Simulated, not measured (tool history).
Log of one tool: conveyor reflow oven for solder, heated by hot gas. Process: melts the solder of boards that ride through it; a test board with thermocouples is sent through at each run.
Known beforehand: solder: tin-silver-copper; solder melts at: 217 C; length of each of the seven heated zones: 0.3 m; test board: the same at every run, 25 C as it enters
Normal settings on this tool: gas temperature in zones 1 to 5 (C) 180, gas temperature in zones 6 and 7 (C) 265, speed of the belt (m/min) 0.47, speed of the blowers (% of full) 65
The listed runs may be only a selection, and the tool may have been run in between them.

run     day  gas temperature in zones 1 to 5 (C)  gas temperature in zones 6 and 7 (C)  speed of the belt (m/min)  speed of the blowers (% of full)  highest temperature of the board (C)  time above the solder's melting point (s)
  1       0                                  180                                   265                       0.47                                65                                 249.8                                         58
       0.65  -- flux residue cleaned out of gas plates and filters
  2   0.788                                  180                                   257                       0.47                                65                                 243.5                                         52
  3   1.633                                  180                                   265                       0.47                                83                                 254.6                                       62.3
  4   2.112                                  187                                   265                       0.47                                65                                 251.8                                       62.6
  5   2.846                                  180                                   265                       0.47                                65                                 250.4                                       58.4
  6   3.404                                  180                                   265                       0.47                                65                                 250.1                                       58.1
  7   4.238                                  171                                   265                       0.47                                65                                 248.9                                       53.5
  8   4.979                                  171                                   265                       0.47                                65                                 248.3                                       53.3
  9   5.896                                  180                                   265                      0.517                                65                                 247.3                                       49.7
 10   6.717                                  176                                   274                      0.527                                84                                 258.6                                       56.2
 11   7.229                                  176                                   274                      0.527                                84                                   259                                       55.5
 12   7.642                                  176                                   274                      0.527                                84                                   259                                       55.7
 13     8.3                                  176                                   264                      0.515                                62                                   245                                       46.2
 14   8.879                                  180                                   265                      0.408                                55                                 251.4                                       68.7
 15   9.692                                  180                                   265                      0.473                                60                                 248.4                                         56
 16  10.196                                  180                                   265                      0.443                                60                                   251                                       62.3
 17  10.792                                  166                                   271                      0.443                                63                                 254.5                                       60.1

What if the next run were any one of these 4? Each begins from the tool's condition after run 17:
  A  11.229                                  171                                   270                      0.443                                69                                     ?                                          ?
  B  11.229                                  193                                   265                       0.47                                65                                     ?                                          ?
  C  11.229                                  180                                   265                      0.437                                65                                     ?                                          ?
  D  11.229                                  166                                   253                      0.443                                63                                     ?                                          ?

run  highest temperature of the board (C)  time above the solder's melting point (s)
  A                                 256.5                                       62.8
  B                                 252.8                                       65.9
  C                                 252.9                                         65
  D                                 238.4                                       45.7
What these runs would have given with no unlogged condition in the tool:
run  highest temperature of the board (C)  time above the solder's melting point (s)
  A                                   256                                       62.3
  B                                 252.2                                       65.4
  C                                 252.3                                       64.4
  D                                 237.9                                       45.1

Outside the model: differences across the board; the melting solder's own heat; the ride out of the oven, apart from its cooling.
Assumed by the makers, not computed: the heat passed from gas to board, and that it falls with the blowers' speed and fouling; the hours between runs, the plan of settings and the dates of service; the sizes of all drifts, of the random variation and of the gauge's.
